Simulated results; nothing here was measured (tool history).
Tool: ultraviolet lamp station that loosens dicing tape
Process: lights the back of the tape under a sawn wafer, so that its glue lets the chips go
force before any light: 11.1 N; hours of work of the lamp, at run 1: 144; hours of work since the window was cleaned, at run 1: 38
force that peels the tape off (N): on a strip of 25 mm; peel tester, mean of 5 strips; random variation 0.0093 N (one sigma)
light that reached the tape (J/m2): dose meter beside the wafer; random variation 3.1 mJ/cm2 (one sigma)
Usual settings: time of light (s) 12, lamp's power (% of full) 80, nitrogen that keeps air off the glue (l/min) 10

| run | hour | time of light (s) | lamp's power (% of full) | nitrogen that keeps air off the glue (l/min) | hours of work of the lamp | hours of work since the window was cleaned | force that peels the tape off (N) | light that reached the tape (J/m2) |
|---|---|---|---|---|---|---|---|---|
| 1 | 0 | 12 | 80 | 10 | 144 | 38 | 0.447 | 4570 |
| 2 | 9 | 12 | 80 | 8 | 149 | 43 | 0.553 | 4590 |
| 3 | 15.9 | 12 | 80 | 8 | 153 | 47 | 0.56 | 4500 |
| 4 | 20.1 | 12 | 80 | 8 | 156 | 49 | 0.552 | 4570 |
| 5 | 26 | 12 | 80 | 8 | 159 | 52 | 0.543 | 4550 |
| 6 | 33.9 | 12 | 80 | 8 | 164 | 57 | 0.558 | 4470 |
| 7 | 42.3 | 12 | 65 | 10 | 168 | 62 | 0.745 | 3650 |
| 8 | 49.2 | 12 | 80 | 5 | 172 | 66 | 0.868 | 4480 |
| 9 | 56.3 | 12 | 65 | 10 | 176 | 70 | 0.767 | 3610 |
| 10 | 60.8 | 12 | 65 | 10 | 179 | 72 | 0.761 | 3610 |
| 11 | 67.2 | 12 | 80 | 7 | 183 | 76 | 0.63 | 4470 |
| 12 | 75.4 | 22 | 80 | 10 | 187 | 80 | 0.159 | 8230 |
| 13 | 83.6 | 22 | 80 | 10 | 192 | 85 | 0.162 | 8160 |
| 14 | 88.4 | 12 | 80 | 8 | 195 | 88 | 0.592 | 4460 |
| 15 | 92.1 | 7 | 80 | 10 | 197 | 90 | 1.601 | 2570 |
| 16 | 96.3 | 7 | 80 | 10 | 199 | 92 | 1.54 | 2560 |
|  | 97.2 | window cleaned of glue's vapour |
| 17 | 101.8 | 7 | 80 | 10 | 202 | 3 | 1.656 | 2550 |
| 18 | 106.1 | 7 | 80 | 10 | 204 | 5 | 1.693 | 2500 |
| 19 | 111.1 | 7 | 80 | 13 | 207 | 8 | 1.365 | 2520 |
|  | 113.4 | window cleaned of glue's vapour, once more |
| 20 | 116.4 | 11 | 76 | 5 | 210 | 2 | 1.093 | 3980 |
| 21 | 120.2 | 11 | 76 | 5 | 212 | 4 | 1.107 | 3960 |
| 22 | 125.2 | 11 | 76 | 5 | 215 | 7 | 1.133 | 4000 |
| 23 | 132.8 | 21 | 82 | 5 | 219 | 11 | 0.232 | 8190 |
| 24 | 138.5 | 21 | 62 | 5 | 222 | 14 | 0.405 | 6140 |
| 25 | 147 | 21 | 62 | 5 | 227 | 19 | 0.412 | 6140 |

The next listed run, before its measurement:
| 26 | 153.2 | 10 | 75 | 16 | 231 | 23 | ? | ? |

{"run 26": {"force that peels the tape off (N)": 0.556, "light that reached the tape (J/m2)": 3560}}
Without the tool's hidden state the same run would have given force that peels the tape off (N) 0.486, light that reached the tape (J/m2) 3760.
